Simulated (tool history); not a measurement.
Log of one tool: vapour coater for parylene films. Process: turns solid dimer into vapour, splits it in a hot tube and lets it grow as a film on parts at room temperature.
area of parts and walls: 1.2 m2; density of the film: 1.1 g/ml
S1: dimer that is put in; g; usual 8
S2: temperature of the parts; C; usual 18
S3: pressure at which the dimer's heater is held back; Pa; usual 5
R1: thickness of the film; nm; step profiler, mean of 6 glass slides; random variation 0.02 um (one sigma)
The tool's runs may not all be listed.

run 1 hour=0 | S1=8 S2=18 S3=5 | R1=3010
-- hour=8 trap's valve overhauled
run 2 hour=33.2 | S1=7 S2=18 S3=5 | R1=2890
run 3 hour=52.2 | S1=8 S2=18 S3=5 | R1=3320
run 4 hour=73.6 | S1=8 S2=18 S3=5 | R1=3280
run 5 hour=105.4 | S1=8 S2=18 S3=5 | R1=3290
run 6 hour=136.2 | S1=8 S2=18 S3=5 | R1=3260
run 7 hour=171 | S1=8 S2=18 S3=5 | R1=3270
run 8 hour=185.7 | S1=8 S2=18 S3=5 | R1=3270
run 9 hour=218.3 | S1=8 S2=18 S3=5 | R1=3250
run 10 hour=234 | S1=8 S2=18 S3=5 | R1=3270
run 11 hour=264.6 | S1=8 S2=18 S3=5 | R1=3260
run 12 hour=279 | S1=8 S2=18 S3=3.17 | R1=3550
run 13 hour=303.1 | S1=8 S2=18 S3=5 | R1=3250
run 14 hour=332.1 | S1=8 S2=18 S3=5 | R1=3230
run 15 hour=347 | S1=8 S2=16 S3=5 | R1=3440
run 16 hour=372.3 | S1=8 S2=18 S3=11.16 | R1=2750
-- hour=376.2 table's thermometer calibrated
run 17 hour=389.9 | S1=8 S2=18 S3=11.16 | R1=2770
run 18 hour=406.1 | S1=8 S2=18 S3=6.64 | R1=3050
run 19 hour=429.4 | S1=8 S2=18 S3=6.64 | R1=3070
run 20 hour=451.7 | S1=8 S2=18 S3=3.6 | R1=3430
run 21 hour=481.8 | S1=8 S2=18 S3=5 | R1=3250
-- hour=515.2 table's thermometer calibrated, once more
run 22 hour=516.9 | S1=8 S2=25 S3=5 | R1=2570
run 23 hour=541 | S1=8 S2=18 S3=8.14 | R1=2840
run 24 hour=560.6 | S1=8 S2=18 S3=8.14 | R1=2830
run 25 hour=586.1 | S1=8 S2=18 S3=8.14 | R1=2810
run 26 hour=608.7 | S1=11 S2=21 S3=5 | R1=3910
run 27 hour=641.7 | S1=6 S2=13 S3=5 | R1=2690
run 28 hour=662.6 | S1=8 S2=17 S3=2.49 | R1=3670
run 29 hour=684.5 | S1=8 S2=17 S3=2.49 | R1=3640
run 30 hour=719.1 | S1=8 S2=17 S3=2.49 | R1=3660
run 31 hour=737.6 | S1=7 S2=17 S3=2.49 | R1=3210
run 32 hour=756.2 | S1=3 S2=18 S3=4.73 | R1=1150
run 33 hour=791 | S1=3 S2=18 S3=11.07 | R1=1010
-- hour=809.6 trap's valve overhauled
run 34 hour=815.6 | S1=11 S2=11 S3=8.22 | R1=5030
run 35 hour=838.5 | S1=4 S2=18 S3=10.55 | R1=1450
run 36 hour=871.8 | S1=5 S2=18 S3=2.16 | R1=2440
run 37 hour=892.5 | S1=10 S2=18 S3=5.85 | R1=3990
run 38 hour=912.8 | S1=4 S2=18 S3=5.85 | R1=1560
run 39 hour=945.3 | S1=11 S2=18 S3=5.55 | R1=4370
run 40 hour=975.7 | S1=11 S2=18 S3=5.55 | R1=4380
run 41 hour=1004.9 | S1=6 S2=11 S3=5 | R1=3010
run 42 hour=1037.6 | S1=8 S2=20 S3=5 | R1=3060
run 43 hour=1056.9 | S1=8 S2=20 S3=5 | R1=3070

Hidden state or all else? Some run-to-run changes of R1, split into what the settings, what came in and random variation would give without the hidden state, and what is left for the hidden state (with any gauge scatter that isn't in both results):
The hidden state here: vapour lost through the trap's worn valve, %; true temperature of the parts over the reading, C; drift of the gauge itself on film_um, %.
Run 1 -> 2: S1 8 -> 7, trap's valve overhauled. R1 -120 nm: hidden state +270, all else -390.
Run 25 -> 26: S1 8 -> 11, S2 18 -> 21, S3 8.14 -> 5. R1 +1100 nm: hidden state -80, all else +1180.
Run 31 -> 32: S1 7 -> 3, S2 17 -> 18, S3 2.49 -> 4.73. R1 -2060 nm: hidden state +140, all else -2200.
Run 33 -> 34: S1 3 -> 11, S2 18 -> 11, S3 11.07 -> 8.22, trap's valve overhauled. R1 +4020 nm: hidden state +60, all else +3960.
Run 34 -> 35: S1 11 -> 4, S2 11 -> 18, S3 8.22 -> 10.55. R1 -3580 nm: hidden state +10, all else -3590.
Run 38 -> 39: S1 4 -> 11, S3 5.85 -> 5.55. R1 +2810 nm: hidden state -40, all else +2850.
